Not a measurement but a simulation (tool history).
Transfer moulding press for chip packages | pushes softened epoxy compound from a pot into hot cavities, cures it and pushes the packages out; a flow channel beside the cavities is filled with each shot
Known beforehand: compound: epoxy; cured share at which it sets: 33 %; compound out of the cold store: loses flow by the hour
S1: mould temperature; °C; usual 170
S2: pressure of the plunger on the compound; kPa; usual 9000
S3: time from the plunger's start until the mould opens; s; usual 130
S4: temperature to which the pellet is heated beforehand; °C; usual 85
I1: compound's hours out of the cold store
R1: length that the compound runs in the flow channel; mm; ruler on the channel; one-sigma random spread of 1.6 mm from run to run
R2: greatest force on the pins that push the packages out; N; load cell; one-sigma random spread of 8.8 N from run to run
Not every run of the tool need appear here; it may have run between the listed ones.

Run 1, hour 0: usual settings; I1 19.5. Result: R1 589 mm, R2 399 N.
Run 2, hour 10.9: usual settings; I1 37.2. Result: R1 556 mm, R2 449 N.
Run 3, hour 18.9: usual settings but S2 9390 kPa; I1 34.5. Result: R1 570 mm, R2 448 N.
At hour 23.6: plunger's sealing rings changed.
Run 4, hour 32.7: usual settings but S2 9390 kPa; I1 23.8. Result: R1 606 mm, R2 517 N.
Run 5, hour 43.6: usual settings but S1 171 °C; I1 26.9. Result: R1 586 mm, R2 496 N.
Run 6, hour 54.4: usual settings but S1 171 °C; I1 33. Result: R1 576 mm, R2 514 N.
At hour 59.5: cavities cleaned with cleaning compound and waxed.
Run 7, hour 62.3: usual settings but S1 171 °C; I1 22.2. Result: R1 594 mm, R2 384 N.
Run 8, hour 69.2: usual settings; I1 27.4. Result: R1 587 mm, R2 455 N.
At hour 72.1: mould's thermocouples calibrated.
Run 9, hour 80.6: usual settings but S3 141 s, S4 79 °C; I1 17.6. Result: R1 607 mm, R2 456 N.
Run 10, hour 86.8: usual settings but S2 10330 kPa, S3 153 s, S4 79 °C; I1 37.8. Result: R1 609 mm, R2 427 N.
Run 11, hour 93.3: usual settings but S2 10330 kPa, S3 129 s; I1 35.6. Result: R1 616 mm, R2 509 N.
Run 12, hour 102.2: usual settings but S1 174 °C, S2 9750 kPa, S3 164 s, S4 95 °C; I1 30.5. Result: R1 595 mm, R2 451 N.
Run 13, hour 108.4: usual settings but S1 164 °C; I1 21. Result: R1 614 mm, R2 862 N.
At hour 113.7: mould's thermocouples calibrated, once more.
At hour 121.3: cavities cleaned with cleaning compound and waxed.
Run 14, hour 121.3: usual settings but S1 168 °C; I1 11.5. Result: R1 620 mm, R2 448 N.
Run 15, hour 127.8: usual settings but S1 168 °C; I1 22.1. Result: R1 598 mm, R2 476 N.
Run 16, hour 133: usual settings but S2 10790 kPa, S4 78 °C; I1 24.8. Result: R1 645 mm, R2 437 N.

Below are 3 alternative next runs, each starting from the tool's condition after run 16. Predict each:
Run A, hour 140.2: usual settings but S4 86 °C; I1 20. Result: R1 ?, R2 ?.
Run B, hour 140.2: usual settings but S1 163 °C; I1 25.7. Result: R1 ?, R2 ?.
Run C, hour 140.2: usual settings but S4 89 °C; I1 21.1. Result: R1 ?, R2 ?.

run   R1   R2
  A  596  465
  B  607  757
  C  593  472
Stripped of hidden state, with their random variation kept, the same runs would have yielded:
run   R1   R2
  A  600  390
  B  611  635
  C  597  395

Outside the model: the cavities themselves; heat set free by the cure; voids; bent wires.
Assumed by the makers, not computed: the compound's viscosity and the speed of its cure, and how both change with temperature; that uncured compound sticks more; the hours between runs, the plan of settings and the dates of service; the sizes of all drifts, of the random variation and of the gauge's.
